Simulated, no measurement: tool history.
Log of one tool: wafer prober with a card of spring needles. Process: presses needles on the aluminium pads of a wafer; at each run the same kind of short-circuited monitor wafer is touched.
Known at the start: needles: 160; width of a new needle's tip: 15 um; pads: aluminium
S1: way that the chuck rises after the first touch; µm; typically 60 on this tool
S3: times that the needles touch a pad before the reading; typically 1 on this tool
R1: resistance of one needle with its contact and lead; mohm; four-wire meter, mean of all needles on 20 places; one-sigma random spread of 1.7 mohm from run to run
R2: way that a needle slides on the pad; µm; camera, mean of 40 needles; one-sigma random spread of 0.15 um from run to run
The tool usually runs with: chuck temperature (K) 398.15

{"run": 1, "hour": 0.0, "S1": 60, "chuck temperature (K)": 398.15, "S3": 1, "R1": 207, "R2": 13.16}
{"hour": 3.8, "done": "tips cleaned on abrasive film"}
{"hour": 8.3, "done": "tips cleaned on abrasive film"}
{"run": 2, "hour": 12.2, "S1": 60, "chuck temperature (K)": 398.15, "S3": 2, "R1": 222, "R2": 13.36}
{"hour": 13.3, "done": "tips cleaned on abrasive film"}
{"hour": 17.9, "done": "tips cleaned on abrasive film"}
{"hour": 22.6, "done": "tips cleaned on abrasive film"}
{"run": 3, "hour": 26.7, "S1": 60, "chuck temperature (K)": 398.15, "S3": 2, "R1": 225, "R2": 13.47}
{"hour": 27.9, "done": "tips cleaned on abrasive film"}
{"hour": 32.7, "done": "tips cleaned on abrasive film"}
{"run": 4, "hour": 36.5, "S1": 60, "chuck temperature (K)": 398.15, "S3": 1, "R1": 250, "R2": 13.61}
{"hour": 37.7, "done": "tips cleaned on abrasive film"}
{"hour": 42.4, "done": "tips cleaned on abrasive film"}
{"hour": 47.4, "done": "tips cleaned on abrasive film"}
{"run": 5, "hour": 51.2, "S1": 60, "chuck temperature (K)": 398.15, "S3": 1, "R1": 258, "R2": 13.24}
{"hour": 52.1, "done": "tips cleaned on abrasive film"}
{"hour": 57.0, "done": "tips cleaned on abrasive film"}
{"run": 6, "hour": 60.7, "S1": 60, "chuck temperature (K)": 398.15, "S3": 1, "R1": 241, "R2": 12.95}
{"hour": 61.4, "done": "tips cleaned on abrasive film"}
{"hour": 66.3, "done": "tips cleaned on abrasive film"}
{"hour": 71.5, "done": "tips cleaned on abrasive film"}
{"run": 7, "hour": 72.9, "S1": 60, "chuck temperature (K)": 398.15, "S3": 1, "R1": 212, "R2": 12.81}
{"hour": 75.8, "done": "tips cleaned on abrasive film"}
{"hour": 80.7, "done": "tips cleaned on abrasive film"}
{"hour": 85.3, "done": "tips cleaned on abrasive film"}
{"run": 8, "hour": 86.3, "S1": 60, "chuck temperature (K)": 398.15, "S3": 1, "R1": 206, "R2": 13.07}
{"hour": 90.7, "done": "tips cleaned on abrasive film"}
{"run": 9, "hour": 93.0, "S1": 60, "chuck temperature (K)": 398.15, "S3": 1, "R1": 232, "R2": 12.91}
{"hour": 95.9, "done": "tips cleaned on abrasive film"}
{"run": 10, "hour": 99.9, "S1": 60, "chuck temperature (K)": 398.15, "S3": 1, "R1": 254, "R2": 12.99}
{"hour": 100.9, "done": "tips cleaned on abrasive film"}
{"hour": 105.5, "done": "tips cleaned on abrasive film"}
{"run": 11, "hour": 107.8, "S1": 60, "chuck temperature (K)": 398.15, "S3": 1, "R1": 233, "R2": 12.96}
{"hour": 110.0, "done": "tips cleaned on abrasive film"}
{"hour": 114.6, "done": "tips cleaned on abrasive film"}
{"run": 12, "hour": 116.1, "S1": 60, "chuck temperature (K)": 386.15, "S3": 1, "R1": 213, "R2": 12.7}
{"hour": 119.2, "done": "tips cleaned on abrasive film"}
{"run": 13, "hour": 123.2, "S1": 60, "chuck temperature (K)": 386.15, "S3": 1, "R1": 268, "R2": 12.73}
{"hour": 124.2, "done": "tips cleaned on abrasive film"}
{"hour": 129.4, "done": "tips cleaned on abrasive film"}
{"hour": 133.8, "done": "tips cleaned on abrasive film"}
{"run": 14, "hour": 135.0, "S1": 60, "chuck temperature (K)": 386.15, "S3": 1, "R1": 211, "R2": 12.7}
{"hour": 138.5, "done": "tips cleaned on abrasive film"}
{"hour": 143.2, "done": "tips cleaned on abrasive film"}
{"run": 15, "hour": 143.2, "S1": 60, "chuck temperature (K)": 386.15, "S3": 1, "R1": 187, "R2": 12.59}
{"hour": 147.8, "done": "tips cleaned on abrasive film"}
{"run": 16, "hour": 150.0, "S1": 60, "chuck temperature (K)": 386.15, "S3": 1, "R1": 235, "R2": 12.58}
{"hour": 152.9, "done": "tips cleaned on abrasive film"}
{"hour": 157.4, "done": "tips cleaned on abrasive film"}
{"hour": 162.5, "done": "tips cleaned on abrasive film"}
{"run": 17, "hour": 162.5, "S1": 62, "chuck temperature (K)": 350.15, "S3": 1, "R1": 180, "R2": 12.92}
{"hour": 167.0, "done": "tips cleaned on abrasive film"}
{"hour": 171.8, "done": "tips cleaned on abrasive film"}
{"hour": 176.5, "done": "tips cleaned on abrasive film"}
{"run": 18, "hour": 176.5, "S1": 42, "chuck temperature (K)": 320.15, "S3": 2, "R1": 185, "R2": 8.64}
{"hour": 181.6, "done": "tips cleaned on abrasive film"}
{"hour": 186.1, "done": "tips cleaned on abrasive film"}
{"hour": 190.8, "done": "tips cleaned on abrasive film"}
{"run": 19, "hour": 191.3, "S1": 42, "chuck temperature (K)": 334.15, "S3": 2, "R1": 201, "R2": 8.41}
{"hour": 195.2, "done": "tips cleaned on abrasive film"}
{"hour": 199.8, "done": "tips cleaned on abrasive film"}
{"hour": 204.5, "done": "tips cleaned on abrasive film"}
{"run": 20, "hour": 205.7, "S1": 42, "chuck temperature (K)": 303.15, "S3": 2, "R1": 218, "R2": 8.5}
{"hour": 209.4, "done": "tips cleaned on abrasive film"}
{"run": 21, "hour": 213.1, "S1": 57, "chuck temperature (K)": 398.15, "S3": 1, "R1": 277, "R2": 11.69}
{"hour": 213.9, "done": "tips cleaned on abrasive film"}
{"hour": 219.3, "done": "tips cleaned on abrasive film"}
{"run": 22, "hour": 222.2, "S1": 45, "chuck temperature (K)": 299.15, "S3": 2, "R1": 256, "R2": 8.9}
{"hour": 223.6, "done": "tips cleaned on abrasive film"}
{"hour": 228.3, "done": "tips cleaned on abrasive film"}
{"hour": 233.3, "done": "tips cleaned on abrasive film"}
{"run": 23, "hour": 237.3, "S1": 45, "chuck temperature (K)": 339.15, "S3": 2, "R1": 297, "R2": 8.93}
{"hour": 238.5, "done": "tips cleaned on abrasive film"}
{"hour": 243.1, "done": "tips cleaned on abrasive film"}
{"run": 24, "hour": 247.3, "S1": 45, "chuck temperature (K)": 351.15, "S3": 2, "R1": 299, "R2": 8.84}
{"hour": 248.5, "done": "tips cleaned on abrasive film"}
{"hour": 253.1, "done": "tips cleaned on abrasive film"}
{"run": 25, "hour": 257.3, "S1": 45, "chuck temperature (K)": 299.15, "S3": 2, "R1": 298, "R2": 8.98}
{"hour": 258.4, "done": "tips cleaned on abrasive film"}
{"hour": 262.7, "done": "tips cleaned on abrasive film"}
{"run": 26, "hour": 265.0, "S1": 45, "chuck temperature (K)": 299.15, "S3": 2, "R1": 256, "R2": 8.74}
{"hour": 267.9, "done": "tips cleaned on abrasive film"}
{"hour": 272.8, "done": "tips cleaned on abrasive film"}
{"hour": 278.1, "done": "tips cleaned on abrasive film"}
{"run": 27, "hour": 279.0, "S1": 60, "chuck temperature (K)": 332.15, "S3": 2, "R1": 189, "R2": 12.29}
{"hour": 283.0, "done": "tips cleaned on abrasive film"}
{"hour": 287.5, "done": "tips cleaned on abrasive film"}
{"hour": 292.8, "done": "tips cleaned on abrasive film"}
{"run": 28, "hour": 293.3, "S1": 60, "chuck temperature (K)": 389.15, "S3": 1, "R1": 208, "R2": 12.12}
{"hour": 297.2, "done": "tips cleaned on abrasive film"}
{"run": 29, "hour": 299.6, "S1": 48, "chuck temperature (K)": 355.15, "S3": 2, "R1": 255, "R2": 8.98}
{"hour": 301.8, "done": "tips cleaned on abrasive film"}
{"hour": 307.0, "done": "tips cleaned on abrasive film"}
{"hour": 311.6, "done": "tips cleaned on abrasive film"}
{"run": 30, "hour": 313.6, "S1": 48, "chuck temperature (K)": 355.15, "S3": 2, "R1": 247, "R2": 9.1}
{"hour": 316.9, "done": "tips cleaned on abrasive film"}
{"run": 31, "hour": 320.3, "S1": 60, "chuck temperature (K)": 314.15, "S3": 2, "R1": 228, "R2": 11.88}

Below, each run's measurement less what the same run would have read without the hidden state. Both values contain the same run-to-run variation, but the gauge's scatter may not be the same in both:
The hidden state here: debris on the tips, nm; way that the needles fall short of the set height, um; tips' diameter, um; drift of the gauge itself on contact_mohm, %; drift of the gauge itself on scrub_um, %.
run=1 R1=+30 R2=-0.58
run=2 R1=+44 R2=-0.61
run=3 R1=+49 R2=-0.68
run=4 R1=+73 R2=-0.72
run=5 R1=+83 R2=-0.77
run=6 R1=+69 R2=-0.82
run=7 R1=+35 R2=-0.88
run=8 R1=+31 R2=-0.95
run=9 R1=+56 R2=-0.99
run=10 R1=+79 R2=-0.98
run=11 R1=+57 R2=-1.03
run=12 R1=+41 R2=-1.06
run=13 R1=+95 R2=-1.08
run=14 R1=+38 R2=-1.15
run=15 R1=+14 R2=-1.17
run=16 R1=+61 R2=-1.21
run=17 R1=+14 R2=-1.25
run=18 R1=+21 R2=-1.34
run=19 R1=+31 R2=-1.4
run=20 R1=+53 R2=-1.47
run=21 R1=+100 R2=-1.48
run=22 R1=+94 R2=-1.53
run=23 R1=+126 R2=-1.61
run=24 R1=+127 R2=-1.65
run=25 R1=+135 R2=-1.68
run=26 R1=+94 R2=-1.73
run=27 R1=+23 R2=-1.81
run=28 R1=+33 R2=-1.86
run=29 R1=+83 R2=-1.84
run=30 R1=+75 R2=-1.95
run=31 R1=+67 R2=-1.94
